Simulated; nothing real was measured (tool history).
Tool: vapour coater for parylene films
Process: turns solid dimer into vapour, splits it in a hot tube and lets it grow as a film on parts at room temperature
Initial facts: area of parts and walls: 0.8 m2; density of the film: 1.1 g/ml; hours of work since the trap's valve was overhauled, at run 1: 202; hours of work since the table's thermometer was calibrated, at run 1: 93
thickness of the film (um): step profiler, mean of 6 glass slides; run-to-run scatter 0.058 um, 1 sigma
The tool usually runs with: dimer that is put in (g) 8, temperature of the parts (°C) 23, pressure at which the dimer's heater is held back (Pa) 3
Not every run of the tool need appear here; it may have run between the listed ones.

run   hour  dimer that is put in (g)  temperature of the parts (°C)  pressure at which the dimer's heater is held back (Pa)  hours of work since the trap's valve was overhauled  hours of work since the table's thermometer was calibrated  thickness of the film (um)
  1      0                         8                             23                                                       3                                                  202                                                          93                        6.74
  2   12.3                         8                             23                                                       3                                                  208                                                         100                        6.69
  3   28.4                         8                             23                                                       3                                                  216                                                         108                        6.57
  4   44.4                         8                             27                                                       3                                                  225                                                         116                        5.61
  5   54.1                         7                             27                                                       3                                                  230                                                         121                        4.83
  6   66.6                         8                             15                                                       3                                                  236                                                         128                        8.62
  7   78.9                         8                             15                                                       3                                                  242                                                         134                        8.68
  8   91.9                         8                             29                                                       3                                                  249                                                         141                        5.13
  9  102.6                         8                             29                                                       3                                                  254                                                         146                         5.1
 10  117.7                         8                             29                                                       3                                                  262                                                         154                        5.08
 11  136.6                         8                             29                                                       3                                                  272                                                         164                           5
 12  148.4                         8                             23                                                    3.66                                                  278                                                         170                        6.53
 13  165.8                         8                             23                                                    3.66                                                  287                                                         178                        6.54
 14  183.9                         8                             17                                                    3.66                                                  296                                                         188                        8.57
 15  200.1                         8                             27                                                       3                                                  305                                                         196                        5.52
 16  213.7                         8                             27                                                       3                                                  312                                                         203                        5.52
 17  227.2                         8                             27                                                       3                                                  318                                                         210                        5.48
 18    236                         8                             23                                                       3                                                  323                                                         215                         6.5
 19  248.6                         8                             21                                                       3                                                  329                                                         221                        7.24
 20  266.5                         4                             23                                                       3                                                  339                                                         230                        3.29
 21  274.3                         5                             23                                                       3                                                  343                                                         234                         4.1
 22  282.4                         5                             23                                                       3                                                  347                                                         238                        4.15
 23  296.1                         5                             23                                                       3                                                  354                                                         245                        4.09
 24  307.6                         5                             23                                                       3                                                  360                                                         251                        4.04
 25    318                         3                             23                                                       3                                                  365                                                         257                        2.43
 26  327.4                         4                             25                                                       3                                                  370                                                         261                        2.98
 27  346.3                         9                             21                                                       3                                                  380                                                         271                        7.91
 28  355.2                         5                             27                                                   11.11                                                  384                                                         276                        3.15
 29  363.3                         5                             27                                                   11.11                                                  388                                                         280                        3.17
 30  376.4                         8                             23                                                   11.66                                                  395                                                         287                        6.08
     381.3  -- trap's valve overhauled
 31  399.9                         8                             18                                                    4.28                                                   10                                                         297                        7.63
 32    418                         7                             17                                                       3                                                   19                                                         306                        7.29
 33  437.5                         3                             28                                                    9.78                                                   29                                                         316                        1.73
 34  445.5                         6                             19                                                    4.38                                                   33                                                         320                        5.54
 35  460.5                         6                             19                                                    4.38                                                   41                                                         328                        5.42
 36  479.2                         6                             19                                                    4.38                                                   50                                                         337                        5.61
     484.6  -- trap's valve overhauled, once more
 37    496                         4                             23                                                    9.34                                                    6                                                         344                        3.21
 38    508                         7                             24                                                    3.19                                                   12                                                         350                        5.69
 39  525.7                        10                             24                                                    3.19                                                   21                                                         359                        8.06
 40  544.6                         7                             22                                                    8.62                                                   31                                                         369                        5.86
 41  562.6                         7                             28                                                    5.59                                                   40                                                         378                         4.6
 42  577.8                         7                             28                                                     9.7                                                   48                                                         386                        4.42
 43  586.8                         8                             23                                                    2.25                                                   53                                                         391                        6.76
 44  596.6                         8                             21                                                    2.25                                                   58                                                         396                        7.52
 45  614.7                        14                             31                                                    2.99                                                   67                                                         405                        8.38
 46  632.3                         5                             23                                                    4.62                                                   76                                                         414                        4.05
 47  648.5                         5                             23                                                    4.62                                                   84                                                         422                        4.03
 48  660.4                         5                             23                                                    4.62                                                   90                                                         428                        4.11

Hidden condition of the tool, last listed run before each entry between runs versus first listed run after:
From run 30 to run 31: trap's valve overhauled (hour 381.3)
  vapour lost through the trap's worn valve, %: 5.1 -> 7.8; true temperature of the parts over the reading, C: -0.15 -> -0.14
  the result without the hidden state subtracted from the measured one, thickness of the film (um): -0.29 -> -0.59
From run 36 to run 37: trap's valve overhauled, once more (hour 484.6)
  vapour lost through the trap's worn valve, %: 8.3 -> 0.7
  the result without the hidden state subtracted from the measured one, thickness of the film (um): -0.47 -> -0.01
